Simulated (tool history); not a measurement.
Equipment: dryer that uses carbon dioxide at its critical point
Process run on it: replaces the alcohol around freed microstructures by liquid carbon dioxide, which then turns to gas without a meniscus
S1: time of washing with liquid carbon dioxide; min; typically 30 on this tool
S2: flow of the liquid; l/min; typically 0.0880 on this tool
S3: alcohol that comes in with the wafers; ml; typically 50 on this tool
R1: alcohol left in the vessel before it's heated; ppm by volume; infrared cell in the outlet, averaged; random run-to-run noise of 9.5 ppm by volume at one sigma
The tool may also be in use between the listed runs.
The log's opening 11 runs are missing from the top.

run     day  S1      S2  S3    R1
 12   7.904  30  0.0880  50   599
 13   9.054  30  0.0880  50   579
 14   9.800  30  0.0880  50   603
 15  10.575  29  0.0880  50   700
 16  11.179  29  0.0880  50   723
 17  11.942  29  0.0880  50   715
 18  12.538  29  0.0880  50   706
 19  13.558  30  0.0880  50   608
 20  14.338  30  0.0880  50   627
 21  14.933  30  0.0880  50   616
 22  15.783  41  0.0589  23   474
 23  16.467  41  0.0589  23   486
 24  17.504  19  0.0880  33  2556

Expected results for the next run?
 25  18.596  19  0.0880  33   ?

R1: 2626 ppm by volume
On a tool with no hidden condition, and with the same random variation, this run would have come out at R1 2411 ppm by volume.
